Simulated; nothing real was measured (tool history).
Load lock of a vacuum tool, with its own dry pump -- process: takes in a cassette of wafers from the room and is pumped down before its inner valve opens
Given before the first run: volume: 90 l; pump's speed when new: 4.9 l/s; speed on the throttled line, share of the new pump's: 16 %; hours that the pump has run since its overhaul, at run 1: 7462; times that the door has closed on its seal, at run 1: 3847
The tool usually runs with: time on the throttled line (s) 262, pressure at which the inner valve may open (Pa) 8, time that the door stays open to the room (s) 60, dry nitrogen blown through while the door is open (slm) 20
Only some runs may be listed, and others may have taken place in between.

run,hour,time on the throttled line (s),pressure at which the inner valve may open (Pa),time that the door stays open to the room (s),dry nitrogen blown through while the door is open (slm),hours that the pump has run since its overhaul,times that the door has closed on its seal,"incoming humidity of the room's air, %",time from the closed door until the inner valve may open (s),rise of the pressure with all valves shut (Pa/min)
1,0.0,262,8,60,20,7462,3847,46.1,397.9,0.027
2,341.3,262,7,60,20,7803,4296,48.5,395.3,0.024
3,774.0,262,8,60,20,8236,4864,45.6,393.2,0.024
4,1211.3,262,8,60,20,8673,5439,44.8,389.6,0.020
5,1532.2,262,8,60,20,8994,5861,42.9,393.1,0.017
6,2079.4,262,8,60,20,9541,6580,42.8,395.2,0.022
7,2475.8,262,8,60,20,9938,7101,44.5,391.7,0.024
8,3026.6,166,8,60,20,10488,7824,47.5,313.4,0.022
9,3546.5,166,8,60,20,11008,8508,45.2,316.4,0.022
10,4036.6,262,8,60,4,11498,9152,44.5,392.6,0.028
11,4640.9,262,8,60,4,12103,9946,45.0,394.5,0.033
12,4978.1,192,8,60,20,12440,10389,46.3,337.0,0.019
# hour 5131.6: dry pump taken out, an overhauled one fitted
13,5459.9,192,8,60,20,328,11014,44.9,337.5,0.029
14,5926.8,346,7,60,20,795,11628,44.0,466.5,0.025
15,6317.5,346,7,60,20,1186,12141,45.1,467.6,0.019
16,6680.5,511,11,31,6,1549,12618,45.6,601.3,0.025
17,7068.4,359,11,27,45,1937,13128,47.7,466.0,0.004
18,7379.5,359,11,27,45,2248,13537,47.1,466.5,0.009
19,7704.4,453,7,213,20,2573,13964,44.7,558.0,0.034

Hidden state at the last listed run before each entry between runs and at the first one after, where it differs:
In the gap between runs 12 and 13: dry pump taken out, an overhauled one fitted (hour 5131.6)
  pump's speed, % of a new pump's: 99.9 -> 100
